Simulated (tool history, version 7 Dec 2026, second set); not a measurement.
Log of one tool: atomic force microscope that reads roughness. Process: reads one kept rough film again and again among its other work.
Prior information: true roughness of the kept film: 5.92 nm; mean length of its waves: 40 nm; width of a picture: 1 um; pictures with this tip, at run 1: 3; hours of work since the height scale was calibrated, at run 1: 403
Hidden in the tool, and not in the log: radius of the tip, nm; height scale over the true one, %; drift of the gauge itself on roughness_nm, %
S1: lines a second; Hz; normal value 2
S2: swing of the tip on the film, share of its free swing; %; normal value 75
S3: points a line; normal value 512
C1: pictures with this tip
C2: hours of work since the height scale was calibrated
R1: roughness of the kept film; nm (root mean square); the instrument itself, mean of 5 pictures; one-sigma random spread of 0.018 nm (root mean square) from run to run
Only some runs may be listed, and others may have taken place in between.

{"run": 1, "day": 0.0, "S1": 2, "S2": 75, "S3": 512, "C1": 3, "C2": 403, "R1": 4.47}
{"run": 2, "day": 2.771, "S1": 2, "S2": 75, "S3": 512, "C1": 58, "C2": 437, "R1": 4.472}
{"day": 5.796, "done": "new tip fitted"}
{"run": 3, "day": 6.046, "S1": 2, "S2": 75, "S3": 512, "C1": 5, "C2": 477, "R1": 4.52}
{"run": 4, "day": 7.792, "S1": 2, "S2": 75, "S3": 512, "C1": 40, "C2": 498, "R1": 4.489}
{"run": 5, "day": 11.417, "S1": 2, "S2": 75, "S3": 512, "C1": 112, "C2": 542, "R1": 4.475}
{"day": 11.896, "done": "new tip fitted"}
{"run": 6, "day": 13.804, "S1": 2, "S2": 75, "S3": 512, "C1": 38, "C2": 571, "R1": 4.488}
{"run": 7, "day": 15.479, "S1": 2, "S2": 75, "S3": 512, "C1": 71, "C2": 592, "R1": 4.475}
{"day": 17.8, "done": "new tip fitted"}
{"run": 8, "day": 18.138, "S1": 2, "S2": 75, "S3": 492, "C1": 7, "C2": 624, "R1": 4.47}
{"run": 9, "day": 19.617, "S1": 2, "S2": 75, "S3": 492, "C1": 36, "C2": 642, "R1": 4.511}
{"run": 10, "day": 22.154, "S1": 2, "S2": 75, "S3": 492, "C1": 87, "C2": 674, "R1": 4.447}
{"day": 23.733, "done": "new tip fitted"}
{"run": 11, "day": 25.317, "S1": 2, "S2": 75, "S3": 512, "C1": 31, "C2": 712, "R1": 4.452}
{"run": 12, "day": 28.258, "S1": 2, "S2": 75, "S3": 512, "C1": 90, "C2": 748, "R1": 4.454}
{"day": 29.821, "done": "new tip fitted"}
{"run": 13, "day": 29.975, "S1": 2, "S2": 75, "S3": 512, "C1": 3, "C2": 769, "R1": 4.463}
{"run": 14, "day": 32.629, "S1": 2, "S2": 75, "S3": 512, "C1": 56, "C2": 802, "R1": 4.494}
{"run": 15, "day": 34.392, "S1": 2, "S2": 75, "S3": 512, "C1": 91, "C2": 823, "R1": 4.461}
{"day": 35.688, "done": "new tip fitted"}
{"run": 16, "day": 35.992, "S1": 2, "S2": 75, "S3": 512, "C1": 6, "C2": 843, "R1": 4.505}
{"run": 17, "day": 38.667, "S1": 2, "S2": 73, "S3": 512, "C1": 59, "C2": 875, "R1": 4.542}
{"run": 18, "day": 40.454, "S1": 2, "S2": 84, "S3": 512, "C1": 94, "C2": 897, "R1": 4.151}
{"day": 41.833, "done": "new tip fitted"}
{"run": 19, "day": 42.546, "S1": 2, "S2": 84, "S3": 512, "C1": 15, "C2": 923, "R1": 4.168}
{"run": 20, "day": 46.058, "S1": 2, "S2": 69, "S3": 454, "C1": 85, "C2": 966, "R1": 4.636}
{"day": 47.879, "done": "new tip fitted"}
{"run": 21, "day": 48.133, "S1": 2, "S2": 69, "S3": 454, "C1": 5, "C2": 991, "R1": 4.642}
{"run": 22, "day": 49.675, "S1": 3.65, "S2": 69, "S3": 454, "C1": 36, "C2": 1010, "R1": 4.286}
{"run": 23, "day": 52.079, "S1": 3.65, "S2": 69, "S3": 454, "C1": 84, "C2": 1039, "R1": 4.273}
{"day": 53.771, "done": "new tip fitted"}
{"run": 24, "day": 55.408, "S1": 2.54, "S2": 76, "S3": 512, "C1": 33, "C2": 1080, "R1": 4.274}
{"run": 25, "day": 58.358, "S1": 2, "S2": 64, "S3": 511, "C1": 91, "C2": 1116, "R1": 4.759}
{"day": 59.892, "done": "new tip fitted"}
{"run": 26, "day": 60.317, "S1": 2.57, "S2": 76, "S3": 459, "C1": 9, "C2": 1140, "R1": 4.276}
{"run": 27, "day": 63.396, "S1": 2.57, "S2": 76, "S3": 459, "C1": 70, "C2": 1178, "R1": 4.287}
{"day": 65.938, "done": "new tip fitted"}
{"run": 28, "day": 66.142, "S1": 2.57, "S2": 87, "S3": 459, "C1": 4, "C2": 1211, "R1": 3.822}
{"run": 29, "day": 69.458, "S1": 2.57, "S2": 87, "S3": 459, "C1": 70, "C2": 1252, "R1": 3.765}
{"day": 72.062, "done": "new tip fitted"}
{"run": 30, "day": 73.088, "S1": 2, "S2": 84, "S3": 702, "C1": 20, "C2": 1296, "R1": 4.149}
{"run": 31, "day": 74.988, "S1": 2, "S2": 84, "S3": 702, "C1": 58, "C2": 1319, "R1": 4.177}
{"run": 32, "day": 76.6, "S1": 2, "S2": 75, "S3": 606, "C1": 90, "C2": 1339, "R1": 4.461}
{"day": 78.071, "done": "new tip fitted"}
{"run": 33, "day": 78.983, "S1": 2, "S2": 75, "S3": 606, "C1": 18, "C2": 1368, "R1": 4.507}

Had the tool no unlogged condition, and each run kept its random variation, what would the results have been?
run=1 R1=4.471
run=2 R1=4.482
run=3 R1=4.522
run=4 R1=4.496
run=5 R1=4.495
run=6 R1=4.495
run=7 R1=4.488
run=8 R1=4.472
run=9 R1=4.517
run=10 R1=4.462
run=11 R1=4.458
run=12 R1=4.471
run=13 R1=4.464
run=14 R1=4.503
run=15 R1=4.477
run=16 R1=4.507
run=17 R1=4.553
run=18 R1=4.167
run=19 R1=4.171
run=20 R1=4.651
run=21 R1=4.644
run=22 R1=4.292
run=23 R1=4.287
run=24 R1=4.281
run=25 R1=4.778
run=26 R1=4.279
run=27 R1=4.299
run=28 R1=3.823
run=29 R1=3.775
run=30 R1=4.153
run=31 R1=4.187
run=32 R1=4.477
run=33 R1=4.511

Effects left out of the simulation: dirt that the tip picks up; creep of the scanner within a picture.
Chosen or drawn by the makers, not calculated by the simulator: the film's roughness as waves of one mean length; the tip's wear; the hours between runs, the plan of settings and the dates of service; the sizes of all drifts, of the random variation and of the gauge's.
